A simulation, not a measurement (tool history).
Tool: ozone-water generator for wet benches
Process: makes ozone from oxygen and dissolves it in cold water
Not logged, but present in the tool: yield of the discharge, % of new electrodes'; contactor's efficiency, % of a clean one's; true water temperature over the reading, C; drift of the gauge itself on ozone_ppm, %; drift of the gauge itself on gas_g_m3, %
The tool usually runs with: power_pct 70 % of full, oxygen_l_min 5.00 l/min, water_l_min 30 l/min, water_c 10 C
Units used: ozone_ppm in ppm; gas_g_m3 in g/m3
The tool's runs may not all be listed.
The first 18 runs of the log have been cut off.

run	hour	power_pct	oxygen_l_min	water_l_min	water_c	hours of work since the electrodes were changed	hours of work since the contactor was cleaned	hours of work since the thermometer was calibrated	ozone_ppm	gas_g_m3
# hour 726.9: water thermometer calibrated
19	768.1	44	5.00	30	10	1992	5030	30	9.0	101.9
20	818.9	44	5.00	30	10	2030	5068	68	9.2	102.8
21	874.7	40	5.00	30	8	2071	5109	109	8.6	96.0
22	918.9	65	5.67	32	8	2103	5142	142	11.6	123.4
23	957.3	82	5.00	32	7	2132	5170	170	13.4	158.2
# hour 979.1: water thermometer calibrated, once more
24	990.0	82	5.00	32	7	2156	5194	8	13.4	158.4
25	1017.5	94	5.00	30	7	2176	5214	28	15.8	172.9
26	1050.5	63	5.00	30	10	2200	5238	53	11.7	129.9
27	1082.9	54	5.75	48	5	2224	5262	77	6.8	106.6
28	1127.7	63	6.26	48	9	2257	5295	110	7.6	112.2
29	1152.1	70	5.00	30	12	2275	5313	128	12.3	141.4
30	1193.4	70	5.00	30	12	2306	5344	158	12.4	142.7
31	1227.8	70	8.20	20	12	2331	5369	183	16.8	102.6
32	1266.3	70	8.20	20	12	2359	5398	212	16.7	102.1

Below are 4 alternative next runs, each starting from the tool's condition after run 32. Predict each:
A	1321.7	57	5.00	30	10	2400	5438	253	?	?
B	1321.7	97	8.20	20	6	2400	5438	253	?	?
C	1321.7	70	8.01	38	9	2400	5438	253	?	?
D	1321.7	81	3.98	30	10	2400	5438	253	?	?

run	ozone_ppm	gas_g_m3
A	10.8	122.8
B	23.3	127.7
C	10.3	103.1
D	13.6	181.2
Without the tool's hidden state the same runs would have given:
run	ozone_ppm	gas_g_m3
A	11.8	128.1
B	25.7	135.7
C	11.4	108.3
D	15.1	191.3
